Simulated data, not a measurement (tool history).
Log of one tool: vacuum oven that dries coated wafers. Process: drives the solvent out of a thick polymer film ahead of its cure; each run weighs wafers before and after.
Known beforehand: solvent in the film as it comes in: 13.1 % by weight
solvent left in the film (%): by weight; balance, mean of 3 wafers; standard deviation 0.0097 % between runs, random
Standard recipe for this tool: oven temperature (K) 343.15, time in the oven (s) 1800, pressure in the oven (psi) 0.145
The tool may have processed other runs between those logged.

run   hour  oven temperature (K)  time in the oven (s)  pressure in the oven (psi)  solvent left in the film (%)
  1    0.0                343.15                  1800                       0.145                         1.314
  2    5.5                343.15                  1800                       0.090                         1.217
  3   15.6                343.15                  1800                       0.145                         1.286
  4   27.5                343.15                  1800                       0.145                         1.304
  5   33.9                343.15                  1800                       0.145                         1.291
  6   45.3                343.15                  1800                       0.145                         1.291
  7   57.6                343.15                  1800                       0.145                         1.299
  8   63.1                343.15                  1500                       0.145                         1.793
  9   69.2                343.15                  1500                       0.145                         1.768
 10   80.5                343.15                  1200                       0.145                         2.474
 11   93.5                343.15                  1200                       0.145                         2.475
 12   98.9                341.15                  1800                       0.145                         1.550
 13  107.1                341.15                  1380                       0.145                         2.343
 14  117.8                341.15                  1380                       0.145                         2.346
 15  126.6                341.15                  1380                       0.145                         2.334
 16  137.6                341.15                  1380                       0.145                         2.334
 17  144.9                343.15                  2400                       0.145                         0.733
 18  153.5                343.15                   900                       0.145                         3.504
 19  160.3                347.15                  1800                       0.145                         0.866
 20  173.0                347.15                  1860                       0.087                         0.726
 21  183.5                347.15                  1860                       0.087                         0.726
 22  194.6                348.15                  2100                       0.206                         0.642
 23  203.3                348.15                  2100                       0.206                         0.649
 24  213.2                348.15                  2100                       0.206                         0.636
 25  224.7                334.15                  1440                       0.535                         4.194
 26  235.7                334.15                  1620                       0.535                         3.804
 27  247.2                334.15                  1620                       0.535                         3.791
 28  252.8                350.15                   960                       0.145                         2.099
 29  260.4                350.15                   960                       0.145                         2.092
 30  272.5                350.15                   960                       0.145                         2.090
 31  284.1                350.15                   960                       0.120                         2.060
 32  289.8                331.15                  1140                       0.197                         5.028
 33  295.4                331.15                  1140                       0.197                         4.990
 34  305.3                331.15                  1140                       0.197                         5.020
 35  314.8                330.15                  1800                       0.145                         3.401

Pick out some run-to-run changes in solvent left in the film (%). Of each, how much would a tool without hidden state show as well, from the settings, what came in and chance, and how much is left for the hidden state and any gauge scatter not in both results compared?
Hidden state present: true wafer temperature over the reading, C; true pressure over the reading, kPa; drift of the gauge itself on solvent_pct, %.
Run 17 -> 18: time in the oven (s) 2400 -> 900. solvent left in the film (%) +2.771: hidden state -0.119, all else +2.890.
Run 18 -> 19: oven temperature (K) 343.15 -> 347.15, time in the oven (s) 900 -> 1800. solvent left in the film (%) -2.638: hidden state +0.103, all else -2.741.
Run 24 -> 25: oven temperature (K) 348.15 -> 334.15, time in the oven (s) 2100 -> 1440, pressure in the oven (psi) 0.206 -> 0.535. solvent left in the film (%) +3.558: hidden state -0.175, all else +3.733.
Run 31 -> 32: oven temperature (K) 350.15 -> 331.15, time in the oven (s) 960 -> 1140, pressure in the oven (psi) 0.120 -> 0.197. solvent left in the film (%) +2.968: hidden state -0.053, all else +3.021.

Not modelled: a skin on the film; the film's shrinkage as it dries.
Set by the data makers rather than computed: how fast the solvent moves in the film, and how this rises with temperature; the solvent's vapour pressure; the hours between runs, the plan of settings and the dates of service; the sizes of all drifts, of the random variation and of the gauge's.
